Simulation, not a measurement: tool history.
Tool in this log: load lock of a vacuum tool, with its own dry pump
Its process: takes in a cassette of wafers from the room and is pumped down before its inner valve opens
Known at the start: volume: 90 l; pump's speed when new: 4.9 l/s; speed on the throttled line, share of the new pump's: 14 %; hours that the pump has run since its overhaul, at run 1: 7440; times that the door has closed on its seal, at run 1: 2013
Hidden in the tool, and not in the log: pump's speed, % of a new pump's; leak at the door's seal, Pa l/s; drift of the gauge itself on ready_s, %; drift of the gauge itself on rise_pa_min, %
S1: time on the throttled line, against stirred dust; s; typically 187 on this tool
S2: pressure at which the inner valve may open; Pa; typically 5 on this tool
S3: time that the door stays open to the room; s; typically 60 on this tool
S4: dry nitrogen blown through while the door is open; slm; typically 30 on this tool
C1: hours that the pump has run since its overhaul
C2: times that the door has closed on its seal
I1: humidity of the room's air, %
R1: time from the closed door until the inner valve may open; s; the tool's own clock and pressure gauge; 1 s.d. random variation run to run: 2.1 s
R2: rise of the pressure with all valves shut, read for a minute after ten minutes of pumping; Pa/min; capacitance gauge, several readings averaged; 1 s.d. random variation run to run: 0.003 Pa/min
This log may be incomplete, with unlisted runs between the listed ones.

run 1 hour=0.0 | S1=187 S2=5 S3=60 S4=30 | C1=7440 C2=2013 | I1=47.2 | R1=362.7 R2=0.015
run 2 hour=524.8 | S1=187 S2=5 S3=60 S4=30 | C1=7964 C2=3672 | I1=46.7 | R1=367.7 R2=0.035
run 3 hour=985.5 | S1=187 S2=5 S3=60 S4=30 | C1=8425 C2=5128 | I1=45.4 | R1=369.0 R2=0.048
run 4 hour=1642.1 | S1=187 S2=5 S3=60 S4=30 | C1=9082 C2=7204 | I1=46.9 | R1=369.5 R2=0.077
run 5 hour=2246.1 | S1=187 S2=5 S3=60 S4=30 | C1=9686 C2=9113 | I1=46.4 | R1=373.0 R2=0.103
run 6 hour=2846.1 | S1=187 S2=5 S3=60 S4=30 | C1=10286 C2=11010 | I1=48.2 | R1=372.2 R2=0.132
run 7 hour=3525.5 | S1=187 S2=5 S3=60 S4=30 | C1=10965 C2=13157 | I1=47.1 | R1=377.6 R2=0.165
run 8 hour=4069.1 | S1=271 S2=6 S3=60 S4=30 | C1=11509 C2=14875 | I1=45.4 | R1=447.2 R2=0.210
run 9 hour=4702.6 | S1=271 S2=6 S3=68 S4=18 | C1=12142 C2=16878 | I1=45.5 | R1=447.8 R2=0.246
run 10 hour=5043.7 | S1=183 S2=6 S3=68 S4=18 | C1=12483 C2=17956 | I1=42.9 | R1=374.0 R2=0.279
run 11 hour=5726.7 | S1=183 S2=6 S3=68 S4=18 | C1=13166 C2=20115 | I1=49.9 | R1=378.2 R2=0.332
run 12 hour=6273.7 | S1=183 S2=6 S3=68 S4=18 | C1=13713 C2=21844 | I1=46.3 | R1=381.0 R2=0.380
run 13 hour=6582.7 | S1=339 S2=6 S3=230 S4=18 | C1=14022 C2=22821 | I1=49.6 | R1=513.5 R2=0.430

Forecast each of these 3 alternatives for the next run:
run A hour=6908.5 | S1=339 S2=5 S3=76 S4=45 | C1=14348 C2=23850 | I1=48.7 | R1=? R2=?
run B hour=6908.5 | S1=206 S2=4 S3=176 S4=18 | C1=14348 C2=23850 | I1=48.4 | R1=? R2=?
run C hour=6908.5 | S1=110 S2=6 S3=230 S4=25 | C1=14348 C2=23850 | I1=48.0 | R1=? R2=?

run=A R1=513.7 R2=0.444
run=B R1=411.0 R2=0.461
run=C R1=321.5 R2=0.462
With the hidden condition removed and each run's random variation left untouched, the same runs would have given:
run=A R1=472.9 R2=0.012
run=B R1=363.1 R2=0.024
run=C R1=272.9 R2=0.028
